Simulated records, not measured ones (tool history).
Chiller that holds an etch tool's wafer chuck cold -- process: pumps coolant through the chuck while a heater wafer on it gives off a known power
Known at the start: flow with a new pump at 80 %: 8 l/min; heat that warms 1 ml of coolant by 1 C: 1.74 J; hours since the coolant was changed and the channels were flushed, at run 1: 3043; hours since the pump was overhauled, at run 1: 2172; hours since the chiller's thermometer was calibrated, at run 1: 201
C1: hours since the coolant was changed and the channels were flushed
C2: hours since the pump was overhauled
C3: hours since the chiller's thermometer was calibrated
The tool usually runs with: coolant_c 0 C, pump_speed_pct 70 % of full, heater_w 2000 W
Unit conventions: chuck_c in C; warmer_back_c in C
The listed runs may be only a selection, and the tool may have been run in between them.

run 1 hour=0 | coolant_c=0 pump_speed_pct=70 heater_w=2000 | C1=3043 C2=2172 C3=201 | chuck_c=20.6 warmer_back_c=10.26
run 2 hour=107.6 | coolant_c=0 pump_speed_pct=70 heater_w=2000 | C1=3150 C2=2280 C3=309 | chuck_c=20.5 warmer_back_c=10.26
run 3 hour=235.2 | coolant_c=0 pump_speed_pct=70 heater_w=2000 | C1=3278 C2=2407 C3=436 | chuck_c=20.6 warmer_back_c=10.23
run 4 hour=408.1 | coolant_c=0 pump_speed_pct=70 heater_w=1758 | C1=3451 C2=2580 C3=609 | chuck_c=18.3 warmer_back_c=8.95
run 5 hour=594 | coolant_c=0 pump_speed_pct=70 heater_w=1758 | C1=3637 C2=2766 C3=795 | chuck_c=18.2 warmer_back_c=8.99
run 6 hour=784.6 | coolant_c=0 pump_speed_pct=70 heater_w=2000 | C1=3827 C2=2957 C3=986 | chuck_c=20.6 warmer_back_c=10.26
run 7 hour=904 | coolant_c=0 pump_speed_pct=70 heater_w=2000 | C1=3947 C2=3076 C3=1105 | chuck_c=20.7 warmer_back_c=10.28
run 8 hour=1119.3 | coolant_c=0 pump_speed_pct=70 heater_w=2000 | C1=4162 C2=3292 C3=1320 | chuck_c=20.9 warmer_back_c=10.27
run 9 hour=1239.8 | coolant_c=0 pump_speed_pct=70 heater_w=2000 | C1=4282 C2=3412 C3=1441 | chuck_c=20.9 warmer_back_c=10.26
run 10 hour=1468.1 | coolant_c=0 pump_speed_pct=70 heater_w=2000 | C1=4511 C2=3640 C3=1669 | chuck_c=20.9 warmer_back_c=10.27
run 11 hour=1648.1 | coolant_c=0 pump_speed_pct=70 heater_w=2000 | C1=4691 C2=3820 C3=1849 | chuck_c=20.9 warmer_back_c=10.31
run 12 hour=1862.7 | coolant_c=0 pump_speed_pct=89 heater_w=1581 | C1=4905 C2=4035 C3=2064 | chuck_c=13.6 warmer_back_c=6.15
-- hour=1998.8 chiller's thermometer calibrated
run 13 hour=2064.6 | coolant_c=0 pump_speed_pct=70 heater_w=2104 | C1=5106 C2=4236 C3=66 | chuck_c=22.4 warmer_back_c=10.83
run 14 hour=2167.4 | coolant_c=0 pump_speed_pct=70 heater_w=2104 | C1=5209 C2=4339 C3=169 | chuck_c=22.3 warmer_back_c=10.88
run 15 hour=2308.6 | coolant_c=0 pump_speed_pct=70 heater_w=1954 | C1=5350 C2=4480 C3=310 | chuck_c=20.9 warmer_back_c=10.07
run 16 hour=2423.1 | coolant_c=0 pump_speed_pct=70 heater_w=1954 | C1=5465 C2=4594 C3=424 | chuck_c=20.8 warmer_back_c=10.04
run 17 hour=2608.3 | coolant_c=-2 pump_speed_pct=96 heater_w=2949 | C1=5650 C2=4780 C3=609 | chuck_c=22.6 warmer_back_c=10.67
run 18 hour=2777.6 | coolant_c=2 pump_speed_pct=90 heater_w=2763 | C1=5819 C2=4949 C3=779 | chuck_c=26.2 warmer_back_c=10.7
run 19 hour=2949.1 | coolant_c=2 pump_speed_pct=90 heater_w=2763 | C1=5991 C2=5120 C3=950 | chuck_c=26.3 warmer_back_c=10.77
run 20 hour=3178.8 | coolant_c=2 pump_speed_pct=90 heater_w=2763 | C1=6220 C2=5350 C3=1180 | chuck_c=26.2 warmer_back_c=10.72
run 21 hour=3389.6 | coolant_c=-8 pump_speed_pct=83 heater_w=1039 | C1=6431 C2=5561 C3=1391 | chuck_c=1.8 warmer_back_c=4.48

Alternative continuations, all from the tool just after run 21; predict every row:
run A hour=3614.9 | coolant_c=-4 pump_speed_pct=97 heater_w=1568 | C1=6656 C2=5786 C3=1616 | chuck_c=? warmer_back_c=?
run B hour=3614.9 | coolant_c=-8 pump_speed_pct=63 heater_w=1039 | C1=6656 C2=5786 C3=1616 | chuck_c=? warmer_back_c=?
run C hour=3614.9 | coolant_c=0 pump_speed_pct=84 heater_w=1208 | C1=6656 C2=5786 C3=1616 | chuck_c=? warmer_back_c=?
run D hour=3614.9 | coolant_c=0 pump_speed_pct=85 heater_w=1282 | C1=6656 C2=5786 C3=1616 | chuck_c=? warmer_back_c=?

run=A chuck_c=9.1 warmer_back_c=5.56
run=B chuck_c=4.4 warmer_back_c=6.1
run=C chuck_c=11.3 warmer_back_c=5.11
run=D chuck_c=11.9 warmer_back_c=5.31
With the hidden condition removed and each run's random variation left untouched, the same runs would have given:
run=A chuck_c=7.6 warmer_back_c=5.38
run=B chuck_c=3.1 warmer_back_c=5.9
run=C chuck_c=10.1 warmer_back_c=4.94
run=D chuck_c=10.6 warmer_back_c=5.13

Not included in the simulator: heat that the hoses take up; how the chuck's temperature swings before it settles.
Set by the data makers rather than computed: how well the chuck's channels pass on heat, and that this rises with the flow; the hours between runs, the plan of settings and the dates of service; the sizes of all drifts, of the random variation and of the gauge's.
